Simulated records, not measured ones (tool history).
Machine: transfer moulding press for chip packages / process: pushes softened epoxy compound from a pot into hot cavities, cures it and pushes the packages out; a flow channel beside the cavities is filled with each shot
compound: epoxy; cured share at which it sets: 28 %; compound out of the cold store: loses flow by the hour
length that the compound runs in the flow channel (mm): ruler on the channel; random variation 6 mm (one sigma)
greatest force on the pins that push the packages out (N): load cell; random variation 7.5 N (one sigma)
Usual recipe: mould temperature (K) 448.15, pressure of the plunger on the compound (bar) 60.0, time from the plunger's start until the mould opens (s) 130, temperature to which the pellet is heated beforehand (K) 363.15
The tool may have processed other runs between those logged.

run	hour	mould temperature (K)	pressure of the plunger on the compound (bar)	time from the plunger's start until the mould opens (s)	temperature to which the pellet is heated beforehand (K)	incoming compound's hours out of the cold store	length that the compound runs in the flow channel (mm)	greatest force on the pins that push the packages out (N)
1	0.0	448.15	60.0	130	363.15	40.2	583	622
2	48.2	448.15	60.0	130	363.15	39.1	572	654
# hour 53.4: cavities cleaned with cleaning compound and waxed
3	78.5	448.15	60.0	130	370.15	24.8	592	477
4	109.9	448.15	60.0	130	370.15	24.9	594	566
5	147.3	448.15	60.0	130	363.15	13.4	611	643
# hour 168.6: plunger's sealing rings changed
# hour 188.5: mould's thermocouples calibrated
# hour 193.4: cavities cleaned with cleaning compound and waxed
6	195.3	448.15	60.0	130	363.15	39.5	615	348
7	233.7	448.15	60.0	130	363.15	13.1	664	537
8	281.3	448.15	60.0	130	363.15	47.3	599	609
9	320.4	448.15	60.0	130	363.15	25.4	637	672
# hour 329.9: cavities cleaned with cleaning compound and waxed
10	367.4	448.15	60.0	130	363.15	45.2	586	553
11	391.4	444.15	60.0	130	363.15	33.7	621	715
12	416.9	444.15	60.0	130	363.15	41.1	613	717
13	446.4	452.15	60.0	130	363.15	10.1	624	617
# hour 468.5: cavities cleaned with cleaning compound and waxed
14	500.2	452.15	60.0	130	363.15	34.4	573	493
15	547.6	443.15	71.9	165	358.15	28.6	673	624

Predict the results of run 16:
# hour 603.7: cavities cleaned with cleaning compound and waxed
16	606.1	448.15	54.7	133	355.15	21.3	?	?

length that the compound runs in the flow channel (mm): 573
greatest force on the pins that push the packages out (N): 343
The same run, on a tool lacking any hidden state, would have yielded length that the compound runs in the flow channel (mm) 619, greatest force on the pins that push the packages out (N) 309.

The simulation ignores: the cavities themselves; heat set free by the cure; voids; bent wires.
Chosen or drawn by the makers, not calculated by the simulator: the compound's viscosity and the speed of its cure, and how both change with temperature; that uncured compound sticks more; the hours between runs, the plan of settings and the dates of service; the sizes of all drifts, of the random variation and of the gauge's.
